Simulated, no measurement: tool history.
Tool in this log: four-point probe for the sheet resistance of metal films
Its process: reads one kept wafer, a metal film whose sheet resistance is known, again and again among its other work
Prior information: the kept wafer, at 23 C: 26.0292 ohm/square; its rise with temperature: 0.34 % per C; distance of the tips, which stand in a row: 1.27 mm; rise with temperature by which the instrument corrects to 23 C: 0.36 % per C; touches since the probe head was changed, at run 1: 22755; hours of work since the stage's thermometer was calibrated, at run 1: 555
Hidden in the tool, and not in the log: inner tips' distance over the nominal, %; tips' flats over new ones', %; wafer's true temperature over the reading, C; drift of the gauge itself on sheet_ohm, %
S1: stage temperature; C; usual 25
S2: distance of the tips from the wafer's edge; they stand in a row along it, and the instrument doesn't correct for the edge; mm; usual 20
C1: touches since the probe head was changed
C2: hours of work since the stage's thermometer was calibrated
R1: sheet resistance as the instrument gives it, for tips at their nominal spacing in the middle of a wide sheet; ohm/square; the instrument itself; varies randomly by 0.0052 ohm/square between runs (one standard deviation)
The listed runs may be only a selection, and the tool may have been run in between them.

{"run": 1, "day": 0.0, "S1": 25, "S2": 20, "C1": 22755, "C2": 555, "R1": 25.967751}
{"run": 2, "day": 0.767, "S1": 25, "S2": 20, "C1": 23233, "C2": 566, "R1": 25.969799}
{"run": 3, "day": 1.738, "S1": 31, "S2": 20, "C1": 23842, "C2": 580, "R1": 25.946239}
{"run": 4, "day": 2.633, "S1": 31, "S2": 20, "C1": 24400, "C2": 592, "R1": 25.946671}
{"run": 5, "day": 3.546, "S1": 31, "S2": 20, "C1": 24972, "C2": 605, "R1": 25.93546}
{"run": 6, "day": 4.625, "S1": 31, "S2": 20, "C1": 25645, "C2": 621, "R1": 25.938822}
{"run": 7, "day": 5.496, "S1": 31, "S2": 20, "C1": 26190, "C2": 633, "R1": 25.928048}
{"run": 8, "day": 6.5, "S1": 31, "S2": 20, "C1": 26817, "C2": 647, "R1": 25.928395}
{"run": 9, "day": 7.375, "S1": 31, "S2": 20, "C1": 27364, "C2": 659, "R1": 25.933835}
{"run": 10, "day": 8.321, "S1": 31, "S2": 20, "C1": 27956, "C2": 673, "R1": 25.929046}
{"run": 11, "day": 9.042, "S1": 31, "S2": 20, "C1": 28407, "C2": 683, "R1": 25.922951}
{"run": 12, "day": 10.012, "S1": 31, "S2": 20, "C1": 29012, "C2": 697, "R1": 25.927786}
{"run": 13, "day": 11.05, "S1": 34, "S2": 20, "C1": 29661, "C2": 711, "R1": 25.915812}
{"run": 14, "day": 12.125, "S1": 28, "S2": 20, "C1": 30334, "C2": 727, "R1": 25.938828}
{"run": 15, "day": 12.908, "S1": 28, "S2": 20, "C1": 30825, "C2": 738, "R1": 25.943184}
{"run": 16, "day": 13.496, "S1": 28, "S2": 20, "C1": 31191, "C2": 746, "R1": 25.936976}
{"run": 17, "day": 14.342, "S1": 28, "S2": 56, "C1": 31720, "C2": 758, "R1": 25.887161}
{"run": 18, "day": 15.342, "S1": 28, "S2": 56, "C1": 32345, "C2": 772, "R1": 25.885127}
{"run": 19, "day": 15.825, "S1": 28, "S2": 56, "C1": 32646, "C2": 779, "R1": 25.880452}
{"run": 20, "day": 16.404, "S1": 28, "S2": 29, "C1": 33008, "C2": 787, "R1": 25.911446}
{"run": 21, "day": 17.196, "S1": 28, "S2": 29, "C1": 33504, "C2": 798, "R1": 25.913729}
{"run": 22, "day": 17.896, "S1": 25, "S2": 18, "C1": 33942, "C2": 808, "R1": 25.96608}
{"run": 23, "day": 18.867, "S1": 25, "S2": 18, "C1": 34548, "C2": 822, "R1": 25.95662}
{"run": 24, "day": 19.833, "S1": 23, "S2": 4, "C1": 35151, "C2": 835, "R1": 27.219821}
{"run": 25, "day": 20.538, "S1": 23, "S2": 4, "C1": 35592, "C2": 845, "R1": 27.229358}
{"run": 26, "day": 21.262, "S1": 23, "S2": 4, "C1": 36045, "C2": 856, "R1": 27.231718}
{"run": 27, "day": 21.754, "S1": 23, "S2": 4, "C1": 36353, "C2": 863, "R1": 27.2281}
{"run": 28, "day": 22.658, "S1": 23, "S2": 4, "C1": 36917, "C2": 875, "R1": 27.225703}
{"run": 29, "day": 23.683, "S1": 21, "S2": 20, "C1": 37557, "C2": 890, "R1": 25.962243}
{"run": 30, "day": 24.338, "S1": 22, "S2": 13, "C1": 37968, "C2": 899, "R1": 26.030426}
{"run": 31, "day": 25.142, "S1": 18, "S2": 4, "C1": 38469, "C2": 910, "R1": 27.244482}
{"run": 32, "day": 26.121, "S1": 18, "S2": 4, "C1": 39082, "C2": 924, "R1": 27.24969}
{"run": 33, "day": 26.696, "S1": 28, "S2": 58, "C1": 39441, "C2": 932, "R1": 25.871558}
{"run": 34, "day": 27.679, "S1": 23, "S2": 8, "C1": 40056, "C2": 946, "R1": 26.244094}
{"run": 35, "day": 28.621, "S1": 19, "S2": 5, "C1": 40644, "C2": 960, "R1": 26.782454}
{"run": 36, "day": 29.104, "S1": 27, "S2": 75, "C1": 40948, "C2": 967, "R1": 25.875562}
{"run": 37, "day": 29.975, "S1": 27, "S2": 75, "C1": 41493, "C2": 979, "R1": 25.873481}
{"run": 38, "day": 30.875, "S1": 27, "S2": 75, "C1": 42055, "C2": 992, "R1": 25.864518}
{"run": 39, "day": 31.888, "S1": 20, "S2": 45, "C1": 42686, "C2": 1006, "R1": 25.912242}
{"run": 40, "day": 32.725, "S1": 20, "S2": 45, "C1": 43211, "C2": 1018, "R1": 25.908952}
{"run": 41, "day": 33.246, "S1": 22, "S2": 5, "C1": 43536, "C2": 1025, "R1": 26.759596}
{"run": 42, "day": 33.862, "S1": 23, "S2": 14, "C1": 43921, "C2": 1034, "R1": 26.000725}
{"run": 43, "day": 34.588, "S1": 31, "S2": 20, "C1": 44376, "C2": 1044, "R1": 25.891056}
{"run": 44, "day": 35.492, "S1": 26, "S2": 12, "C1": 44940, "C2": 1057, "R1": 26.0266}

Here are 5 independent what-if runs from the current tool condition. What would each one return?
{"run": "A", "day": 36.496, "S1": 23, "S2": 3, "C1": 45568, "C2": 1071, "R1": "?"}
{"run": "B", "day": 36.496, "S1": 20, "S2": 5, "C1": 45568, "C2": 1071, "R1": "?"}
{"run": "C", "day": 36.496, "S1": 29, "S2": 7, "C1": 45568, "C2": 1071, "R1": "?"}
{"run": "D", "day": 36.496, "S1": 22, "S2": 20, "C1": 45568, "C2": 1071, "R1": "?"}
{"run": "E", "day": 36.496, "S1": 23, "S2": 69, "C1": 45568, "C2": 1071, "R1": "?"}

run=A R1=28.146719
run=B R1=26.756241
run=C R1=26.29448
run=D R1=25.938121
run=E R1=25.875928
The same runs, with their run-to-run variation unchanged, on a tool lacking any hidden condition would have given:
run=A R1=28.309255
run=B R1=26.911606
run=C R1=26.446675
run=D R1=26.088912
run=E R1=26.026304
